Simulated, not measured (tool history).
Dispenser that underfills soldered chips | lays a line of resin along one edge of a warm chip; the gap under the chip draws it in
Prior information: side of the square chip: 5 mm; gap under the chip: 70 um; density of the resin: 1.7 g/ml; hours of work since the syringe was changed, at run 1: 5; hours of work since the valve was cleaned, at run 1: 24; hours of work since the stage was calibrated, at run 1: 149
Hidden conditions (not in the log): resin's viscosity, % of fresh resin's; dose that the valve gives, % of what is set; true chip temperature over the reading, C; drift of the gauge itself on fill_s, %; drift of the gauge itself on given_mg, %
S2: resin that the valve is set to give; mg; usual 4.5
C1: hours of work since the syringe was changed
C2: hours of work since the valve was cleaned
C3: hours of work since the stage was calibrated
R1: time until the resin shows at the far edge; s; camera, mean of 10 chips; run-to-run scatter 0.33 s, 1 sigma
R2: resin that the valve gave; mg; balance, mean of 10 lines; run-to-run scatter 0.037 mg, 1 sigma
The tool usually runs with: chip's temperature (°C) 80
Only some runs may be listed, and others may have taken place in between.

{"run": 1, "hour": 0.0, "chip's temperature (°C)": 80, "S2": 4.5, "C1": 5, "C2": 24, "C3": 149, "R1": 16.4, "R2": 4.4}
{"hour": 4.3, "done": "new syringe of resin"}
{"run": 2, "hour": 4.5, "chip's temperature (°C)": 67, "S2": 4.5, "C1": 0, "C2": 27, "C3": 152, "R1": 24.4, "R2": 4.32}
{"run": 3, "hour": 10.2, "chip's temperature (°C)": 79, "S2": 4.5, "C1": 5, "C2": 31, "C3": 156, "R1": 16.8, "R2": 4.42}
{"hour": 14.9, "done": "new syringe of resin"}
{"run": 4, "hour": 15.1, "chip's temperature (°C)": 79, "S2": 4.5, "C1": 0, "C2": 35, "C3": 160, "R1": 12.7, "R2": 4.45}
{"run": 5, "hour": 22.9, "chip's temperature (°C)": 79, "S2": 4.5, "C1": 6, "C2": 41, "C3": 166, "R1": 17.5, "R2": 4.35}
{"hour": 25.7, "done": "new syringe of resin"}
{"run": 6, "hour": 27.5, "chip's temperature (°C)": 79, "S2": 4.5, "C1": 1, "C2": 44, "C3": 169, "R1": 14.4, "R2": 4.31}
{"run": 7, "hour": 34.3, "chip's temperature (°C)": 79, "S2": 4.5, "C1": 7, "C2": 49, "C3": 174, "R1": 18.8, "R2": 4.29}
{"hour": 36.5, "done": "new syringe of resin"}
{"run": 8, "hour": 41.2, "chip's temperature (°C)": 80, "S2": 5.48, "C1": 4, "C2": 54, "C3": 179, "R1": 14.1, "R2": 5.26}
{"hour": 47.1, "done": "new syringe of resin"}
{"run": 9, "hour": 47.1, "chip's temperature (°C)": 80, "S2": 5.48, "C1": 0, "C2": 59, "C3": 183, "R1": 11.2, "R2": 5.18}
{"run": 10, "hour": 53.4, "chip's temperature (°C)": 80, "S2": 4.5, "C1": 5, "C2": 63, "C3": 188, "R1": 15.8, "R2": 4.27}
{"run": 11, "hour": 56.9, "chip's temperature (°C)": 80, "S2": 4.4, "C1": 7, "C2": 66, "C3": 191, "R1": 17.8, "R2": 4.16}
{"hour": 57.7, "done": "new syringe of resin"}
{"run": 12, "hour": 63.1, "chip's temperature (°C)": 80, "S2": 4.5, "C1": 4, "C2": 71, "C3": 195, "R1": 15, "R2": 4.24}
{"hour": 68.0, "done": "new syringe of resin"}
{"run": 13, "hour": 68.0, "chip's temperature (°C)": 80, "S2": 4.5, "C1": 0, "C2": 74, "C3": 199, "R1": 12.5, "R2": 4.24}
{"hour": 73.9, "done": "dispensing valve cleaned and set on the balance"}
{"run": 14, "hour": 75.8, "chip's temperature (°C)": 80, "S2": 4.5, "C1": 5, "C2": 1, "C3": 204, "R1": 16.2, "R2": 4.55}
{"hour": 79.5, "done": "new syringe of resin"}
{"run": 15, "hour": 79.8, "chip's temperature (°C)": 77, "S2": 5.23, "C1": 0, "C2": 4, "C3": 207, "R1": 14.4, "R2": 5.22}
{"run": 16, "hour": 86.9, "chip's temperature (°C)": 77, "S2": 5.23, "C1": 6, "C2": 10, "C3": 212, "R1": 18.6, "R2": 5.22}
{"hour": 90.2, "done": "new syringe of resin"}
{"run": 17, "hour": 90.5, "chip's temperature (°C)": 73, "S2": 4.66, "C1": 0, "C2": 12, "C3": 215, "R1": 17.7, "R2": 4.67}
{"run": 18, "hour": 94.5, "chip's temperature (°C)": 84, "S2": 4.6, "C1": 3, "C2": 15, "C3": 218, "R1": 11.5, "R2": 4.58}
{"hour": 100.6, "done": "new syringe of resin"}
{"run": 19, "hour": 101.3, "chip's temperature (°C)": 89, "S2": 4.5, "C1": 1, "C2": 20, "C3": 223, "R1": 8, "R2": 4.51}
{"run": 20, "hour": 107.6, "chip's temperature (°C)": 77, "S2": 5.8, "C1": 5, "C2": 25, "C3": 228, "R1": 17.4, "R2": 5.73}
{"hour": 111.1, "done": "new syringe of resin"}
{"run": 21, "hour": 111.6, "chip's temperature (°C)": 77, "S2": 5.8, "C1": 0, "C2": 28, "C3": 230, "R1": 13.9, "R2": 5.67}
{"run": 22, "hour": 118.0, "chip's temperature (°C)": 77, "S2": 5.8, "C1": 5, "C2": 33, "C3": 235, "R1": 17.8, "R2": 5.64}
{"hour": 122.0, "done": "new syringe of resin"}
{"run": 23, "hour": 125.8, "chip's temperature (°C)": 77, "S2": 5.8, "C1": 3, "C2": 38, "C3": 241, "R1": 15.7, "R2": 5.66}
{"run": 24, "hour": 131.8, "chip's temperature (°C)": 80, "S2": 4.18, "C1": 7, "C2": 43, "C3": 246, "R1": 17.4, "R2": 4.03}

Measured minus without-hidden-state, run by run (identical run-to-run variation in each term; gauge scatter may differ):
run=1 R1=+3.2 R2=-0.09
run=2 R1=-0.4 R2=-0.11
run=3 R1=+3.2 R2=-0.12
run=4 R1=-0.7 R2=-0.14
run=5 R1=+3.9 R2=-0.16
run=6 R1=+0.6 R2=-0.17
run=7 R1=+5 R2=-0.2
run=8 R1=+1.9 R2=-0.26
run=9 R1=-0.6 R2=-0.28
run=10 R1=+2.9 R2=-0.25
run=11 R1=+5.3 R2=-0.25
run=12 R1=+2.3 R2=-0.27
run=13 R1=-0.4 R2=-0.29
run=14 R1=+3.2 R2=+0.01
run=15 R1=-0.6 R2=+0
run=16 R1=+3.9 R2=-0.03
run=17 R1=-0.6 R2=-0.03
run=18 R1=+1.4 R2=-0.04
run=19 R1=-0.4 R2=-0.06
run=20 R1=+3.1 R2=-0.1
run=21 R1=-0.8 R2=-0.12
run=22 R1=+3.3 R2=-0.14
run=23 R1=+1 R2=-0.16
run=24 R1=+4.6 R2=-0.14
